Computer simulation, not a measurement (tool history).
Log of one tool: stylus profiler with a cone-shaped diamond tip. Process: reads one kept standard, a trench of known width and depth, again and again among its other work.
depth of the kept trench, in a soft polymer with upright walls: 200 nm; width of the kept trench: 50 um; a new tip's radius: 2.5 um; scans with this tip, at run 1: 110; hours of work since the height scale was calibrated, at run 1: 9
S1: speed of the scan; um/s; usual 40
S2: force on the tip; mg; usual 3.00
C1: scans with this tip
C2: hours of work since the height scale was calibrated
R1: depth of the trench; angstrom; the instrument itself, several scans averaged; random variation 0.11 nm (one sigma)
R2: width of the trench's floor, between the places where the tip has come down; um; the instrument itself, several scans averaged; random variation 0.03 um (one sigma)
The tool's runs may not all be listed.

run 1 hour=0.0 | S1=40 S2=3.00 | C1=110 C2=9 | R1=2020.4 R2=47.99
run 2 hour=15.2 | S1=40 S2=3.00 | C1=210 C2=17 | R1=2019.7 R2=47.95
run 3 hour=31.6 | S1=40 S2=3.00 | C1=319 C2=25 | R1=2019.3 R2=47.94
run 4 hour=47.1 | S1=40 S2=3.00 | C1=421 C2=33 | R1=2020.1 R2=47.92
run 5 hour=63.4 | S1=40 S2=3.00 | C1=528 C2=42 | R1=2021.6 R2=47.93
run 6 hour=83.4 | S1=40 S2=3.00 | C1=660 C2=52 | R1=2020.8 R2=47.93
run 7 hour=95.1 | S1=40 S2=3.00 | C1=737 C2=58 | R1=2021.8 R2=47.97
run 8 hour=115.3 | S1=40 S2=3.00 | C1=870 C2=69 | R1=2020.0 R2=47.92
run 9 hour=133.8 | S1=148 S2=3.00 | C1=992 C2=79 | R1=2020.8 R2=47.73
-- hour=136.5 height scale calibrated on a step standard
run 10 hour=152.7 | S1=148 S2=3.00 | C1=1113 C2=8 | R1=2020.5 R2=47.71
run 11 hour=168.1 | S1=148 S2=3.00 | C1=1215 C2=16 | R1=2020.4 R2=47.65
run 12 hour=182.8 | S1=148 S2=3.00 | C1=1312 C2=24 | R1=2019.5 R2=47.68
run 13 hour=200.3 | S1=40 S2=8.32 | C1=1427 C2=33 | R1=2041.2 R2=47.83
run 14 hour=221.2 | S1=40 S2=8.32 | C1=1565 C2=44 | R1=2041.6 R2=47.88
run 15 hour=243.8 | S1=40 S2=8.32 | C1=1714 C2=56 | R1=2042.8 R2=47.82
-- hour=254.2 height scale calibrated on a step standard, once more
run 16 hour=267.5 | S1=40 S2=8.32 | C1=1867 C2=7 | R1=2039.3 R2=47.82
run 17 hour=286.1 | S1=76 S2=2.73 | C1=1989 C2=17 | R1=2018.8 R2=47.76
run 18 hour=296.1 | S1=61 S2=4.58 | C1=2055 C2=22 | R1=2027.2 R2=47.68
run 19 hour=316.7 | S1=43 S2=8.61 | C1=2191 C2=33 | R1=2042.4 R2=47.82
run 20 hour=330.3 | S1=43 S2=8.61 | C1=2281 C2=40 | R1=2041.4 R2=47.74
run 21 hour=350.7 | S1=67 S2=2.21 | C1=2415 C2=50 | R1=2018.5 R2=47.65
run 22 hour=362.6 | S1=15 S2=2.21 | C1=2494 C2=57 | R1=2018.3 R2=47.74
run 23 hour=380.0 | S1=50 S2=1.19 | C1=2608 C2=66 | R1=2010.0 R2=47.66
run 24 hour=390.4 | S1=40 S2=2.88 | C1=2677 C2=71 | R1=2020.6 R2=47.73
run 25 hour=406.7 | S1=18 S2=2.34 | C1=2784 C2=80 | R1=2018.9 R2=47.69
run 26 hour=425.8 | S1=33 S2=3.08 | C1=2910 C2=90 | R1=2022.0 R2=47.66
run 27 hour=445.1 | S1=33 S2=1.07 | C1=3037 C2=100 | R1=2011.0 R2=47.68
run 28 hour=456.3 | S1=42 S2=1.07 | C1=3111 C2=106 | R1=2012.6 R2=47.63
run 29 hour=469.5 | S1=139 S2=7.09 | C1=3198 C2=112 | R1=2036.8 R2=47.55
run 30 hour=483.2 | S1=35 S2=1.24 | C1=3289 C2=120 | R1=2011.7 R2=47.62
run 31 hour=495.1 | S1=28 S2=1.72 | C1=3367 C2=126 | R1=2014.9 R2=47.68
run 32 hour=508.7 | S1=28 S2=1.72 | C1=3457 C2=133 | R1=2016.1 R2=47.61

Forecast each of these 5 alternatives for the next run:
run A hour=521.8 | S1=133 S2=1.72 | C1=3543 C2=140 | R1=? R2=?
run B hour=521.8 | S1=83 S2=1.54 | C1=3543 C2=140 | R1=? R2=?
run C hour=521.8 | S1=30 S2=7.49 | C1=3543 C2=140 | R1=? R2=?
run D hour=521.8 | S1=117 S2=1.79 | C1=3543 C2=140 | R1=? R2=?
run E hour=521.8 | S1=16 S2=4.98 | C1=3543 C2=140 | R1=? R2=?

run=A R1=2016.3 R2=47.35
run=B R1=2015.4 R2=47.52
run=C R1=2037.9 R2=47.65
run=D R1=2015.5 R2=47.45
run=E R1=2030.0 R2=47.70
Without the tool's hidden state the same runs would have given:
run=A R1=2015.2 R2=47.70
run=B R1=2014.4 R2=47.88
run=C R1=2036.8 R2=48.00
run=D R1=2014.5 R2=47.80
run=E R1=2029.0 R2=48.06
